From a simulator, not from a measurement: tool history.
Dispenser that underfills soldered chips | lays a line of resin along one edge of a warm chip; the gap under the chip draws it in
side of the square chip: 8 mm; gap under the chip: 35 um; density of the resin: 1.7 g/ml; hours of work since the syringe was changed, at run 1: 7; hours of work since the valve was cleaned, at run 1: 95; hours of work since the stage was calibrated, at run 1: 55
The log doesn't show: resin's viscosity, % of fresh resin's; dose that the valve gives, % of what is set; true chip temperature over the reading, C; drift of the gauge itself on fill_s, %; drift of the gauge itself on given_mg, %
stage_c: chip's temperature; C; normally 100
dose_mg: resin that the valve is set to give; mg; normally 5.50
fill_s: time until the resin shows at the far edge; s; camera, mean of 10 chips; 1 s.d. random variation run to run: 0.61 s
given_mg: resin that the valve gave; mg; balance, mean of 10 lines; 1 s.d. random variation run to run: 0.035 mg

run	hour	stage_c	dose_mg	hours of work since the syringe was changed	hours of work since the valve was cleaned	hours of work since the stage was calibrated	fill_s	given_mg
1	0.0	100	5.50	7	95	55	97.1	5.23
2	3.4	100	5.90	9	97	58	121.1	5.62
# hour 6.0: new syringe of resin
3	9.0	100	4.91	2	101	62	69.2	4.64
4	11.9	100	4.91	4	103	64	84.2	4.64
5	16.7	100	4.91	8	107	67	114.5	4.65
# hour 21.1: new syringe of resin
6	21.5	100	5.50	0	110	71	56.5	5.19
7	25.1	100	5.50	3	113	73	69.0	5.22
8	29.0	100	5.50	6	115	76	91.7	5.22
9	34.3	100	5.50	10	119	80	128.9	5.11
# hour 36.3: new syringe of resin
10	38.4	100	5.50	2	122	83	61.9	5.16
11	40.8	100	5.50	3	124	84	73.9	5.20
12	43.5	100	5.50	5	126	86	88.3	5.11
13	47.8	100	5.50	8	129	90	116.2	5.17
# hour 51.4: new syringe of resin
14	52.7	100	5.50	1	132	93	59.4	5.16
# hour 54.6: dispensing valve cleaned and set on the balance
15	57.6	100	5.50	4	2	96	75.4	5.48
16	60.1	100	7.08	6	4	98	88.1	7.08
17	64.6	105	5.50	9	7	101	94.5	5.50
# hour 67.5: new syringe of resin
18	69.1	100	5.50	1	10	104	60.9	5.49
19	74.0	90	6.86	5	14	108	128.7	6.82
20	78.5	90	6.86	8	17	111	171.8	6.79
21	80.9	101	6.86	10	19	113	119.2	6.83
# hour 82.7: new syringe of resin
22	84.7	101	6.86	2	22	115	58.3	6.81
23	88.8	100	6.23	4	25	118	80.6	6.09
24	92.6	88	5.91	7	27	121	177.9	5.87
25	95.8	110	7.10	10	30	123	80.7	7.00
# hour 98.1: new syringe of resin
26	99.4	110	7.10	1	32	126	37.0	7.01

What will run 27 give?
27	101.6	110	7.10	3	34	127	?	?

fill_s: 43.2 s
given_mg: 7.02 mg
With no hidden state in the tool, this same run would have given fill_s 33.9 s, given_mg 7.12 mg.
